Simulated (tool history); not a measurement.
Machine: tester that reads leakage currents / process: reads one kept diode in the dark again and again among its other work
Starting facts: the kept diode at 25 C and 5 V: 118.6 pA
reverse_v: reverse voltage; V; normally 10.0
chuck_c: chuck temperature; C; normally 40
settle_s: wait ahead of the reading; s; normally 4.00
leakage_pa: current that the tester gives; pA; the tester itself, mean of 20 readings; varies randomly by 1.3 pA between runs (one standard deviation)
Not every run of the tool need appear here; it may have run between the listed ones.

{"run": 1, "hour": 0.0, "reverse_v": 10.0, "chuck_c": 40, "settle_s": 4.0, "leakage_pa": 419.44}
{"run": 2, "hour": 68.6, "reverse_v": 10.0, "chuck_c": 40, "settle_s": 4.0, "leakage_pa": 417.09}
{"run": 3, "hour": 147.4, "reverse_v": 10.0, "chuck_c": 40, "settle_s": 4.0, "leakage_pa": 418.2}
{"run": 4, "hour": 195.7, "reverse_v": 1.1, "chuck_c": 40, "settle_s": 4.0, "leakage_pa": 202.63}
{"run": 5, "hour": 284.1, "reverse_v": 1.1, "chuck_c": 40, "settle_s": 4.0, "leakage_pa": 201.61}
{"run": 6, "hour": 357.3, "reverse_v": 1.1, "chuck_c": 40, "settle_s": 4.0, "leakage_pa": 201.35}
{"run": 7, "hour": 448.5, "reverse_v": 1.1, "chuck_c": 40, "settle_s": 4.0, "leakage_pa": 201.58}
{"run": 8, "hour": 506.9, "reverse_v": 1.1, "chuck_c": 40, "settle_s": 4.0, "leakage_pa": 200.54}
{"run": 9, "hour": 574.4, "reverse_v": 1.1, "chuck_c": 40, "settle_s": 4.0, "leakage_pa": 200.15}
{"run": 10, "hour": 649.1, "reverse_v": 1.1, "chuck_c": 40, "settle_s": 4.0, "leakage_pa": 200.31}
{"run": 11, "hour": 739.8, "reverse_v": 1.1, "chuck_c": 40, "settle_s": 4.0, "leakage_pa": 200.0}
{"run": 12, "hour": 782.5, "reverse_v": 1.1, "chuck_c": 40, "settle_s": 4.0, "leakage_pa": 199.99}
{"run": 13, "hour": 841.2, "reverse_v": 1.1, "chuck_c": 40, "settle_s": 4.0, "leakage_pa": 199.06}
{"run": 14, "hour": 916.0, "reverse_v": 10.0, "chuck_c": 40, "settle_s": 4.0, "leakage_pa": 412.04}
{"run": 15, "hour": 978.4, "reverse_v": 10.0, "chuck_c": 23, "settle_s": 4.0, "leakage_pa": 124.8}
{"run": 16, "hour": 1074.0, "reverse_v": 10.0, "chuck_c": 23, "settle_s": 4.0, "leakage_pa": 124.83}
{"hour": 1087.3, "done": "chuck's temperature calibrated"}
{"run": 17, "hour": 1163.1, "reverse_v": 10.0, "chuck_c": 40, "settle_s": 4.0, "leakage_pa": 426.0}
{"run": 18, "hour": 1245.5, "reverse_v": 10.0, "chuck_c": 40, "settle_s": 4.0, "leakage_pa": 426.21}
{"run": 19, "hour": 1308.2, "reverse_v": 10.0, "chuck_c": 32, "settle_s": 4.33, "leakage_pa": 246.56}
{"run": 20, "hour": 1364.1, "reverse_v": 10.0, "chuck_c": 32, "settle_s": 4.33, "leakage_pa": 245.88}
{"run": 21, "hour": 1417.6, "reverse_v": 10.0, "chuck_c": 40, "settle_s": 1.62, "leakage_pa": 427.16}
{"run": 22, "hour": 1469.8, "reverse_v": 13.0, "chuck_c": 50, "settle_s": 7.11, "leakage_pa": 884.78}
{"run": 23, "hour": 1570.0, "reverse_v": 2.8, "chuck_c": 50, "settle_s": 1.28, "leakage_pa": 532.41}
{"run": 24, "hour": 1648.1, "reverse_v": 13.6, "chuck_c": 25, "settle_s": 7.48, "leakage_pa": 164.5}
{"run": 25, "hour": 1701.5, "reverse_v": 9.6, "chuck_c": 29, "settle_s": 4.0, "leakage_pa": 195.51}
{"run": 26, "hour": 1757.9, "reverse_v": 3.5, "chuck_c": 29, "settle_s": 4.0, "leakage_pa": 139.73}
{"run": 27, "hour": 1832.5, "reverse_v": 4.3, "chuck_c": 29, "settle_s": 0.35, "leakage_pa": 152.97}
{"run": 28, "hour": 1913.3, "reverse_v": 10.0, "chuck_c": 40, "settle_s": 0.8, "leakage_pa": 424.77}
{"run": 29, "hour": 2001.7, "reverse_v": 10.0, "chuck_c": 40, "settle_s": 0.8, "leakage_pa": 425.92}
{"run": 30, "hour": 2077.5, "reverse_v": 10.0, "chuck_c": 40, "settle_s": 0.8, "leakage_pa": 421.49}
{"run": 31, "hour": 2141.0, "reverse_v": 10.0, "chuck_c": 40, "settle_s": 0.8, "leakage_pa": 420.45}
{"run": 32, "hour": 2220.6, "reverse_v": 10.0, "chuck_c": 40, "settle_s": 0.8, "leakage_pa": 423.96}
{"run": 33, "hour": 2305.1, "reverse_v": 11.8, "chuck_c": 56, "settle_s": 0.8, "leakage_pa": 1225.56}
{"run": 34, "hour": 2373.0, "reverse_v": 15.3, "chuck_c": 40, "settle_s": 2.11, "leakage_pa": 484.22}
{"run": 35, "hour": 2440.0, "reverse_v": 10.0, "chuck_c": 40, "settle_s": 0.81, "leakage_pa": 419.42}
{"run": 36, "hour": 2495.3, "reverse_v": 10.0, "chuck_c": 40, "settle_s": 2.77, "leakage_pa": 416.93}

What if the next run were any one of these 3? Each begins from the tool's condition after run 36:
{"run": "A", "hour": 2587.7, "reverse_v": 10.0, "chuck_c": 40, "settle_s": 1.44, "leakage_pa": "?"}
{"run": "B", "hour": 2587.7, "reverse_v": 3.1, "chuck_c": 40, "settle_s": 1.23, "leakage_pa": "?"}
{"run": "C", "hour": 2587.7, "reverse_v": 12.6, "chuck_c": 25, "settle_s": 4.0, "leakage_pa": "?"}

run=A leakage_pa=418.43
run=B leakage_pa=282.25
run=C leakage_pa=158.34
Take away the tool's hidden state, keep each run's random variation, and the runs would have read:
run=A leakage_pa=430.29
run=B leakage_pa=291.14
run=C leakage_pa=161.17
